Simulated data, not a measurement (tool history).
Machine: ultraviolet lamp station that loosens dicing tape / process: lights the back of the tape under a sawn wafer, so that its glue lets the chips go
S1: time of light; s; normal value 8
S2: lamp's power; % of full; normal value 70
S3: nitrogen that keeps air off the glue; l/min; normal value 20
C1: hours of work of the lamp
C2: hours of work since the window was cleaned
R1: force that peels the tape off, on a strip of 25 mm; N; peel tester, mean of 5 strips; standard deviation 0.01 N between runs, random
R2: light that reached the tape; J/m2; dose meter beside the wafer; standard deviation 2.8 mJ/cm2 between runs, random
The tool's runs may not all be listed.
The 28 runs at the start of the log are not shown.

Run 29, hour 345.9: usual settings but S1 5 s, S2 72 % of full; C1 402; C2 162. Result: R1 0.892 N, R2 2460 J/m2.
Run 30, hour 359.2: usual settings but S1 5 s, S2 72 % of full; C1 410; C2 170. Result: R1 0.889 N, R2 2490 J/m2.
Run 31, hour 374.8: usual settings but S1 16 s, S2 72 % of full; C1 419; C2 180. Result: R1 0.099 N, R2 7970 J/m2.
Run 32, hour 390.4: usual settings but S1 16 s, S2 68 % of full, S3 13 l/min; C1 428; C2 189. Result: R1 0.135 N, R2 7560 J/m2.
Run 33, hour 398.5: usual settings but S1 16 s, S2 68 % of full, S3 13 l/min; C1 433; C2 194. Result: R1 0.134 N, R2 7490 J/m2.
Run 34, hour 410.6: usual settings but S1 10 s, S2 98 % of full, S3 9 l/min; C1 441; C2 201. Result: R1 0.223 N, R2 6800 J/m2.
Run 35, hour 422.6: usual settings but S1 5 s, S2 72 % of full, S3 16 l/min; C1 448; C2 208. Result: R1 0.929 N, R2 2470 J/m2.
Run 36, hour 435.8: usual settings but S1 14 s, S3 14 l/min; C1 456; C2 216. Result: R1 0.176 N, R2 6760 J/m2.
Run 37, hour 446.5: usual settings but S1 14 s, S3 14 l/min; C1 462; C2 223. Result: R1 0.158 N, R2 6770 J/m2.
Run 38, hour 457.3: usual settings but S2 85 % of full; C1 469; C2 229. Result: R1 0.313 N, R2 4770 J/m2.
Run 39, hour 467.4: usual settings but S1 11 s, S2 80 % of full, S3 6 l/min; C1 475; C2 235. Result: R1 0.351 N, R2 6050 J/m2.
Run 40, hour 480.6: usual settings but S1 11 s, S2 79 % of full, S3 6 l/min; C1 482; C2 243. Result: R1 0.38 N, R2 5930 J/m2.
Run 41, hour 488: usual settings but S1 11 s, S2 79 % of full, S3 6 l/min; C1 487; C2 247. Result: R1 0.372 N, R2 6020 J/m2.
Run 42, hour 498.3: usual settings but S1 11 s, S2 97 % of full; C1 493; C2 254. Result: R1 0.117 N, R2 7350 J/m2.

5 ways to go on from here, each from the tool as it stands after run 42. What would each give?
Run A, hour 509.3: usual settings but S1 12 s, S2 64 % of full, S3 14 l/min; C1 500; C2 260. Result: R1 ?, R2 ?.
Run B, hour 509.3: usual settings but S1 5 s, S3 34 l/min; C1 500; C2 260. Result: R1 ?, R2 ?.
Run C, hour 509.3: usual settings but S1 11 s, S2 85 % of full; C1 500; C2 260. Result: R1 ?, R2 ?.
Run D, hour 509.3: usual settings but S1 11 s, S2 74 % of full, S3 10 l/min; C1 500; C2 260. Result: R1 ?, R2 ?.
Run E, hour 509.3: usual settings but S1 5 s, S2 94 % of full, S3 26 l/min; C1 500; C2 260. Result: R1 ?, R2 ?.

run     R1    R2
  A  0.299  5310
  B  0.826  2430
  C  0.163  6450
  D  0.325  5570
  E  0.573  3220
Without the tool's unlogged condition, the same runs would have read:
run     R1    R2
  A  0.298  5310
  B  0.825  2430
  C  0.163  6460
  D  0.324  5570
  E  0.572  3220

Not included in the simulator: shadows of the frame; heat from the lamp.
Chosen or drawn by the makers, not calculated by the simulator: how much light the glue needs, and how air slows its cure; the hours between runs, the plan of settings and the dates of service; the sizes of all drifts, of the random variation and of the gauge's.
